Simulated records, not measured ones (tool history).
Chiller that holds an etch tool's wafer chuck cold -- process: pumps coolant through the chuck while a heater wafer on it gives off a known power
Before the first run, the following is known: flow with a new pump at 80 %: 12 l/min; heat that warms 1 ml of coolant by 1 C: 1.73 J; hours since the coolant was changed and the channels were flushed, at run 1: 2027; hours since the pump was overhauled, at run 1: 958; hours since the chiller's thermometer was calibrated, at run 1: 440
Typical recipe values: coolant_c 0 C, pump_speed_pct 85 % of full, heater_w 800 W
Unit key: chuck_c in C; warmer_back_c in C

run	hour	coolant_c	pump_speed_pct	heater_w	hours since the coolant was changed and the channels were flushed	hours since the pump was overhauled	hours since the chiller's thermometer was calibrated	chuck_c	warmer_back_c
1	0.0	0	85	800	2027	958	440	8.48	2.19
2	72.8	0	85	800	2100	1031	513	8.37	2.20
3	149.9	0	85	800	2177	1108	590	8.45	2.18
4	201.2	0	85	800	2228	1160	642	8.30	2.17
5	267.9	0	85	800	2295	1226	708	8.45	2.20
6	322.2	0	85	800	2349	1281	763	8.41	2.23
7	372.4	0	85	800	2399	1331	813	8.38	2.21
8	449.6	0	85	800	2476	1408	890	8.40	2.20
9	541.8	0	85	800	2569	1500	982	8.46	2.21
10	626.4	0	85	800	2653	1585	1067	8.40	2.22
11	690.9	0	62	800	2718	1649	1131	11.12	3.05
12	752.5	0	65	800	2779	1711	1193	10.86	2.93
13	842.3	0	82	800	2869	1801	1283	8.53	2.28
14	914.6	0	82	800	2941	1873	1355	8.85	2.28
15	1014.0	0	79	800	3041	1972	1454	9.02	2.39

What will run 16 give?
16	1106.6	-6	79	800	3133	2065	1547	?	?

chuck_c: 3.03 C
warmer_back_c: 2.39 C
Had the tool carried no hidden state, the very same run would have given chuck_c 2.78 C, warmer_back_c 2.35 C.
